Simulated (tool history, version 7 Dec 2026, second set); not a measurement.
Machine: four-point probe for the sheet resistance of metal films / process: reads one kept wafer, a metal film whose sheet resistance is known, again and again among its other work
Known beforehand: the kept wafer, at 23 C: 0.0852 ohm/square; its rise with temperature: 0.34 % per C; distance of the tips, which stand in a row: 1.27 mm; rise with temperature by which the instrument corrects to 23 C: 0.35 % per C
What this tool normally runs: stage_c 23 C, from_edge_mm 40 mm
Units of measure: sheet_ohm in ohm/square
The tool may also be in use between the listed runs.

run,hour,stage_c,from_edge_mm,sheet_ohm
1,0,23,40,0.085487
2,28.5,23,40,0.085493
3,83.3,23,40,0.08547
4,132.8,23,40,0.085506
5,196.9,23,40,0.085519
6,232.3,23,40,0.085514
7,289.6,33,40,0.085447
8,340.2,29,40,0.085502
9,387.7,23,40,0.085508
10,418.9,24,40,0.085549
11,447.7,24,40,0.085501
12,501.6,24,40,0.085507
# hour 513.9: stage's thermometer calibrated
13,567.4,23,40,0.085726
14,612.7,23,40,0.085718
15,655,23,40,0.085692
16,688.2,21,23,0.085816
17,730.3,33,19,0.085816
18,768.8,33,19,0.085783
19,810.6,33,19,0.085795
20,839,22,9,0.086634
21,867.9,24,10,0.086421
22,927.1,24,10,0.086418
23,982.5,24,10,0.086453
24,1033.3,25,61,0.08575
25,1077.5,32,21,0.085793
26,1133,23,21,0.08589
27,1200.1,22,8,0.08688
28,1227.5,22,8,0.086894
29,1275.6,21,25,0.085892
30,1337.1,24,27,0.085846

Measured result minus the same run's result without the hidden state. Both carry the same run-to-run variation, though not necessarily the same gauge scatter:
Unlogged tool condition in this case: inner tips' distance over the nominal, %; tips' flats over new ones', %; wafer's true temperature over the reading, C; drift of the gauge itself on sheet_ohm, %.
run,sheet_ohm
1,+0.000237
2,+0.000241
3,+0.000246
4,+0.000253
5,+0.000259
6,+0.000263
7,+0.000275
8,+0.000278
9,+0.00028
10,+0.000284
11,+0.000288
12,+0.000293
13,+0.000458
14,+0.000463
15,+0.000468
16,+0.000472
17,+0.000477
18,+0.000481
19,+0.000486
20,+0.000493
21,+0.000496
22,+0.000502
23,+0.000509
24,+0.000511
25,+0.000517
26,+0.000524
27,+0.000537
28,+0.000539
29,+0.00054
30,+0.000546
